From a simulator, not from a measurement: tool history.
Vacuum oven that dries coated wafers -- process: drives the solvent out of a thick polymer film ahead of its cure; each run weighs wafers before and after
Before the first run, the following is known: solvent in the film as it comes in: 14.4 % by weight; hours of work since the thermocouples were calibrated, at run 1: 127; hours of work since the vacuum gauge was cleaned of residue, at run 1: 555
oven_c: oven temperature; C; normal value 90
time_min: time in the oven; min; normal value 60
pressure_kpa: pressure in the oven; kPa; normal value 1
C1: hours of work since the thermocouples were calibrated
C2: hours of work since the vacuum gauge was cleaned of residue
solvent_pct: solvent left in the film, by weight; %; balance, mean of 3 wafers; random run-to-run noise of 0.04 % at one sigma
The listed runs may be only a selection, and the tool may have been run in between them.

{"run": 1, "day": 0.0, "oven_c": 90, "time_min": 60, "pressure_kpa": 1, "C1": 127, "C2": 555, "solvent_pct": 1.77}
{"run": 2, "day": 1.192, "oven_c": 90, "time_min": 73, "pressure_kpa": 1, "C1": 143, "C2": 571, "solvent_pct": 1.22}
{"run": 3, "day": 2.442, "oven_c": 90, "time_min": 55, "pressure_kpa": 1, "C1": 160, "C2": 588, "solvent_pct": 1.95}
{"run": 4, "day": 3.562, "oven_c": 90, "time_min": 55, "pressure_kpa": 1, "C1": 175, "C2": 603, "solvent_pct": 2.04}
{"run": 5, "day": 4.554, "oven_c": 95, "time_min": 60, "pressure_kpa": 1, "C1": 189, "C2": 617, "solvent_pct": 0.96}
{"run": 6, "day": 5.217, "oven_c": 95, "time_min": 60, "pressure_kpa": 1, "C1": 198, "C2": 626, "solvent_pct": 0.88}
{"run": 7, "day": 6.429, "oven_c": 95, "time_min": 60, "pressure_kpa": 1, "C1": 214, "C2": 643, "solvent_pct": 0.93}
{"run": 8, "day": 7.154, "oven_c": 90, "time_min": 73, "pressure_kpa": 1, "C1": 224, "C2": 652, "solvent_pct": 1.19}
{"run": 9, "day": 8.333, "oven_c": 90, "time_min": 73, "pressure_kpa": 1, "C1": 240, "C2": 668, "solvent_pct": 1.25}
{"run": 10, "day": 9.542, "oven_c": 90, "time_min": 49, "pressure_kpa": 1, "C1": 257, "C2": 685, "solvent_pct": 2.35}
{"run": 11, "day": 10.575, "oven_c": 90, "time_min": 31, "pressure_kpa": 1, "C1": 271, "C2": 699, "solvent_pct": 4.24}
{"run": 12, "day": 11.738, "oven_c": 90, "time_min": 34, "pressure_kpa": 1, "C1": 286, "C2": 715, "solvent_pct": 3.86}
{"run": 13, "day": 12.721, "oven_c": 90, "time_min": 34, "pressure_kpa": 1, "C1": 300, "C2": 728, "solvent_pct": 3.77}
{"run": 14, "day": 13.588, "oven_c": 90, "time_min": 34, "pressure_kpa": 1, "C1": 312, "C2": 740, "solvent_pct": 3.79}
{"run": 15, "day": 14.779, "oven_c": 90, "time_min": 60, "pressure_kpa": 2.49, "C1": 328, "C2": 756, "solvent_pct": 2.06}
{"run": 16, "day": 15.467, "oven_c": 90, "time_min": 60, "pressure_kpa": 0.87, "C1": 337, "C2": 766, "solvent_pct": 1.75}
{"run": 17, "day": 16.362, "oven_c": 90, "time_min": 60, "pressure_kpa": 0.87, "C1": 350, "C2": 778, "solvent_pct": 1.68}
{"run": 18, "day": 17.092, "oven_c": 90, "time_min": 60, "pressure_kpa": 1, "C1": 359, "C2": 788, "solvent_pct": 1.73}
{"run": 19, "day": 18.3, "oven_c": 90, "time_min": 84, "pressure_kpa": 1, "C1": 376, "C2": 804, "solvent_pct": 0.97}
{"day": 18.429, "done": "vacuum gauge cleaned of residue and calibrated"}
{"run": 20, "day": 19.029, "oven_c": 90, "time_min": 84, "pressure_kpa": 1, "C1": 385, "C2": 8, "solvent_pct": 0.99}
{"run": 21, "day": 19.888, "oven_c": 90, "time_min": 84, "pressure_kpa": 1, "C1": 397, "C2": 20, "solvent_pct": 0.96}
{"day": 20.775, "done": "vacuum gauge cleaned of residue and calibrated, once more"}
{"run": 22, "day": 20.954, "oven_c": 90, "time_min": 60, "pressure_kpa": 1, "C1": 410, "C2": 2, "solvent_pct": 1.69}
{"run": 23, "day": 22.079, "oven_c": 90, "time_min": 60, "pressure_kpa": 1, "C1": 426, "C2": 18, "solvent_pct": 1.6}
{"run": 24, "day": 22.733, "oven_c": 101, "time_min": 60, "pressure_kpa": 1, "C1": 435, "C2": 27, "solvent_pct": 0.38}
{"run": 25, "day": 23.842, "oven_c": 103, "time_min": 60, "pressure_kpa": 0.67, "C1": 450, "C2": 42, "solvent_pct": 0.22}
{"run": 26, "day": 24.471, "oven_c": 97, "time_min": 60, "pressure_kpa": 1, "C1": 458, "C2": 50, "solvent_pct": 0.61}
{"run": 27, "day": 25.029, "oven_c": 90, "time_min": 60, "pressure_kpa": 3.34, "C1": 466, "C2": 58, "solvent_pct": 2.16}
{"run": 28, "day": 26.192, "oven_c": 90, "time_min": 60, "pressure_kpa": 3.34, "C1": 482, "C2": 74, "solvent_pct": 2.13}
{"run": 29, "day": 27.162, "oven_c": 90, "time_min": 60, "pressure_kpa": 3.34, "C1": 495, "C2": 87, "solvent_pct": 2.12}
{"run": 30, "day": 28.238, "oven_c": 105, "time_min": 84, "pressure_kpa": 1, "C1": 510, "C2": 102, "solvent_pct": 0.17}
{"run": 31, "day": 28.942, "oven_c": 85, "time_min": 82, "pressure_kpa": 1.38, "C1": 519, "C2": 111, "solvent_pct": 1.85}

For run 32, what comes out?
{"run": 32, "day": 30.183, "oven_c": 92, "time_min": 71, "pressure_kpa": 1, "C1": 536, "C2": 128, "solvent_pct": "?"}

{"run 32": {"solvent_pct": 0.88}}
Take away the tool's hidden state, keep the run-to-run variation as it was, and the same run would have given solvent_pct 1 %.
